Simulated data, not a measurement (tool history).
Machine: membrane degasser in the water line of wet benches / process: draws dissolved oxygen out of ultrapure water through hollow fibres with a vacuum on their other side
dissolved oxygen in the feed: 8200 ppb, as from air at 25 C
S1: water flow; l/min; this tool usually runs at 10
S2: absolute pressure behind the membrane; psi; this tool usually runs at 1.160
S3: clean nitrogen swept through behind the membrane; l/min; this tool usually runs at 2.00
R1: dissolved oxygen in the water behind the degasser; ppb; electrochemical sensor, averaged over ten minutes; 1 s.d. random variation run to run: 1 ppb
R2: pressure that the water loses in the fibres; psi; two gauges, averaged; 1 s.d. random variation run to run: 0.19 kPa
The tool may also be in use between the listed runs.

run	day	S1	S2	S3	R1	R2
1	0.000	10	1.160	2.00	115.2	5.970
2	2.396	10	1.160	2.00	114.8	5.997
3	7.054	10	1.160	2.00	115.7	6.019
4	10.112	15	1.160	2.00	291.9	9.074
5	12.704	15	1.160	2.00	289.3	9.039
6	17.425	10	2.284	2.00	211.1	5.968
7	20.975	10	2.284	2.00	210.5	6.031
8	25.104	10	1.160	2.00	118.5	6.070
9	27.679	10	1.160	2.00	117.2	6.087
10	31.112	10	1.160	2.00	116.9	6.009
11	33.304	10	1.160	2.00	118.6	6.116
12	36.725	10	1.160	2.00	119.6	6.042
13	40.454	10	1.160	1.17	160.9	6.108
14	44.850	10	1.160	2.00	119.3	6.109
# day 45.358: vacuum gauge calibrated
15	47.033	10	1.191	2.00	124.0	6.110
16	50.683	10	2.147	2.00	204.6	6.145
17	53.979	10	0.716	2.00	84.5	6.167
18	57.458	10	0.701	1.77	87.8	6.128
19	61.196	10	1.160	0.86	208.6	6.121
20	65.421	10	1.160	0.86	208.0	6.126
21	69.296	10	1.160	4.92	86.4	6.134
# day 70.146: vacuum gauge calibrated, once more
22	71.979	10	1.160	4.92	81.9	6.145
23	76.388	10	0.740	3.01	72.1	6.145
24	81.671	10	1.213	1.69	130.5	6.192
25	84.471	10	1.213	1.69	134.1	6.182
26	88.767	10	1.213	1.69	131.7	6.115
27	92.829	8	1.397	0.85	173.0	4.921
28	95.517	6	1.160	2.78	33.6	3.665
29	99.996	12	1.613	1.03	323.6	7.448
30	103.642	12	2.895	2.82	285.4	7.395
31	106.750	12	2.895	2.82	291.0	7.388
32	110.725	12	1.044	2.82	153.1	7.512

Consider 3 possible next runs. They are alternatives, not a sequence: every one starts from the tool as it was left by run 32. What does each give?
A	113.233	12	1.044	3.69	?	?
B	113.233	10	1.160	0.94	?	?
C	113.233	6	0.902	4.35	?	?

run	R1	R2
A	146.2	7.452
B	185.0	6.195
C	16.6	3.706
Take away the tool's hidden state, keep each run's random variation, and the runs would have read:
run	R1	R2
A	107.0	6.811
B	156.7	5.661
C	12.6	3.385
